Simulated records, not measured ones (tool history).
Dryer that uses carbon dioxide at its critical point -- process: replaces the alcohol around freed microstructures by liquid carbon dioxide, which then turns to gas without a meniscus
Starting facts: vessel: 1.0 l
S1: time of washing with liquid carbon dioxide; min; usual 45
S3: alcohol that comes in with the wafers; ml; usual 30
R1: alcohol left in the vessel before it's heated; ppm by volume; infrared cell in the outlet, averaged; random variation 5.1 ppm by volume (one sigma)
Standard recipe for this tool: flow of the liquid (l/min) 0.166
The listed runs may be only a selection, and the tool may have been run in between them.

run 1 hour=0.0 | S1=45 flow_of_the_liquid_(l/min)=0.166 S3=30 | R1=268
-- hour=46.1 purifier's bed changed
run 2 hour=48.8 | S1=45 flow_of_the_liquid_(l/min)=0.166 S3=30 | R1=125
run 3 hour=98.6 | S1=45 flow_of_the_liquid_(l/min)=0.166 S3=30 | R1=154
run 4 hour=135.9 | S1=45 flow_of_the_liquid_(l/min)=0.166 S3=30 | R1=157
-- hour=152.8 inlet filter changed
run 5 hour=163.3 | S1=45 flow_of_the_liquid_(l/min)=0.166 S3=30 | R1=69
run 6 hour=193.5 | S1=45 flow_of_the_liquid_(l/min)=0.166 S3=95 | R1=199
run 7 hour=217.6 | S1=45 flow_of_the_liquid_(l/min)=0.166 S3=74 | R1=179
run 8 hour=238.4 | S1=45 flow_of_the_liquid_(l/min)=0.123 S3=74 | R1=760
run 9 hour=271.9 | S1=45 flow_of_the_liquid_(l/min)=0.166 S3=39 | R1=109
run 10 hour=314.1 | S1=45 flow_of_the_liquid_(l/min)=0.166 S3=39 | R1=126
run 11 hour=340.6 | S1=45 flow_of_the_liquid_(l/min)=0.166 S3=39 | R1=125
run 12 hour=388.3 | S1=45 flow_of_the_liquid_(l/min)=0.166 S3=30 | R1=122
run 13 hour=438.4 | S1=45 flow_of_the_liquid_(l/min)=0.166 S3=30 | R1=131
run 14 hour=478.3 | S1=65 flow_of_the_liquid_(l/min)=0.136 S3=30 | R1=69
run 15 hour=528.7 | S1=65 flow_of_the_liquid_(l/min)=0.136 S3=30 | R1=81
run 16 hour=573.4 | S1=61 flow_of_the_liquid_(l/min)=0.108 S3=63 | R1=450
run 17 hour=617.3 | S1=34 flow_of_the_liquid_(l/min)=0.166 S3=73 | R1=1135
run 18 hour=644.4 | S1=34 flow_of_the_liquid_(l/min)=0.166 S3=73 | R1=1168
run 19 hour=666.8 | S1=30 flow_of_the_liquid_(l/min)=0.183 S3=46 | R1=861
run 20 hour=697.8 | S1=37 flow_of_the_liquid_(l/min)=0.264 S3=30 | R1=94
run 21 hour=737.6 | S1=51 flow_of_the_liquid_(l/min)=0.230 S3=74 | R1=90
run 22 hour=762.8 | S1=34 flow_of_the_liquid_(l/min)=0.237 S3=26 | R1=144
run 23 hour=808.3 | S1=51 flow_of_the_liquid_(l/min)=0.147 S3=21 | R1=173
-- hour=822.3 inlet filter changed
run 24 hour=831.9 | S1=31 flow_of_the_liquid_(l/min)=0.159 S3=34 | R1=590

Branching from run 24: 4 alternative next runs. What would each branch give?
run A hour=853.4 | S1=31 flow_of_the_liquid_(l/min)=0.143 S3=52 | R1=?
run B hour=853.4 | S1=71 flow_of_the_liquid_(l/min)=0.210 S3=46 | R1=?
run C hour=853.4 | S1=58 flow_of_the_liquid_(l/min)=0.166 S3=45 | R1=?
run D hour=853.4 | S1=31 flow_of_the_liquid_(l/min)=0.215 S3=34 | R1=?

run=A R1=1307
run=B R1=82
run=C R1=99
run=D R1=206
What these runs would have given with no unlogged condition in the tool:
run=A R1=1179
run=B R1=9
run=C R1=25
run=D R1=127
